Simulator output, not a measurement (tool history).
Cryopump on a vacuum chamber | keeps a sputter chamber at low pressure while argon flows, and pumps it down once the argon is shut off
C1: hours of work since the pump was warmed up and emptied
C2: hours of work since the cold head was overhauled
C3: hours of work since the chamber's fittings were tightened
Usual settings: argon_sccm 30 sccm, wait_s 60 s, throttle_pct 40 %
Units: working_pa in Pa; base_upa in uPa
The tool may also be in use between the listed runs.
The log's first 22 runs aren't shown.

At hour 1623.0: pump warmed up, emptied and cooled again.
Run 23, hour 1702.9: usual settings but argon_sccm 15 sccm, wait_s 245 s, throttle_pct 55 %; C1 47; C2 1719; C3 846. Result: working_pa 0.0413 Pa, base_upa 1.89 uPa.
Run 24, hour 1771.7: usual settings but argon_sccm 15 sccm, wait_s 245 s, throttle_pct 55 %; C1 88; C2 1760; C3 887. Result: working_pa 0.0425 Pa, base_upa 1.87 uPa.
Run 25, hour 1869.5: usual settings but argon_sccm 15 sccm, wait_s 245 s, throttle_pct 55 %; C1 146; C2 1818; C3 945. Result: working_pa 0.0424 Pa, base_upa 2.01 uPa.
Run 26, hour 1933.3: usual settings but argon_sccm 21 sccm, wait_s 30 s, throttle_pct 21 %; C1 184; C2 1856; C3 983. Result: working_pa 0.1521 Pa, base_upa 4.70 uPa.
Run 27, hour 1982.3: usual settings but argon_sccm 21 sccm, wait_s 30 s, throttle_pct 21 %; C1 213; C2 1885; C3 1012. Result: working_pa 0.1514 Pa, base_upa 4.82 uPa.
Run 28, hour 2089.7: usual settings but argon_sccm 21 sccm, wait_s 30 s, throttle_pct 21 %; C1 277; C2 1948; C3 1076. Result: working_pa 0.1534 Pa, base_upa 5.02 uPa.
Run 29, hour 2169.9: usual settings but wait_s 99 s, throttle_pct 36 %; C1 324; C2 1996; C3 1123. Result: working_pa 0.1313 Pa, base_upa 2.89 uPa.
Run 30, hour 2267.0: usual settings but argon_sccm 16 sccm, wait_s 71 s, throttle_pct 50 %; C1 382; C2 2054; C3 1181. Result: working_pa 0.0524 Pa, base_upa 3.47 uPa.
Run 31, hour 2320.2: usual settings but argon_sccm 16 sccm, wait_s 110 s, throttle_pct 50 %; C1 414; C2 2085; C3 1212. Result: working_pa 0.0535 Pa, base_upa 3.00 uPa.
Run 32, hour 2419.7: usual settings but argon_sccm 16 sccm, wait_s 110 s, throttle_pct 20 %; C1 473; C2 2144; C3 1271. Result: working_pa 0.1241 Pa, base_upa 3.33 uPa.
Run 33, hour 2534.3: usual settings but argon_sccm 14 sccm, wait_s 110 s, throttle_pct 18 %; C1 541; C2 2212; C3 1339. Result: working_pa 0.1220 Pa, base_upa 3.62 uPa.
Run 34, hour 2615.2: usual settings but argon_sccm 22 sccm, wait_s 110 s, throttle_pct 56 %; C1 589; C2 2260; C3 1387. Result: working_pa 0.0693 Pa, base_upa 3.61 uPa.

Forecast each of these 4 alternatives for the next run:
Run A, hour 2692.5: usual settings but argon_sccm 59 sccm, wait_s 96 s, throttle_pct 36 %; C1 634; C2 2306; C3 1433. Result: working_pa ?, base_upa ?.
Run B, hour 2692.5: usual settings but argon_sccm 17 sccm, wait_s 125 s; C1 634; C2 2306; C3 1433. Result: working_pa ?, base_upa ?.
Run C, hour 2692.5: usual settings but argon_sccm 16 sccm, wait_s 211 s; C1 634; C2 2306; C3 1433. Result: working_pa ?, base_upa ?.
Run D, hour 2692.5: usual settings but argon_sccm 36 sccm, wait_s 254 s, throttle_pct 56 %; C1 634; C2 2306; C3 1433. Result: working_pa ?, base_upa ?.

run  working_pa  base_upa
  A      0.2762      3.89
  B      0.0729      3.67
  C      0.0668      3.34
  D      0.1151      3.28
Without the tool's hidden state the same runs would have given:
run  working_pa  base_upa
  A      0.2448      1.24
  B      0.0639      0.97
  C      0.0584      0.70
  D      0.0959      0.60

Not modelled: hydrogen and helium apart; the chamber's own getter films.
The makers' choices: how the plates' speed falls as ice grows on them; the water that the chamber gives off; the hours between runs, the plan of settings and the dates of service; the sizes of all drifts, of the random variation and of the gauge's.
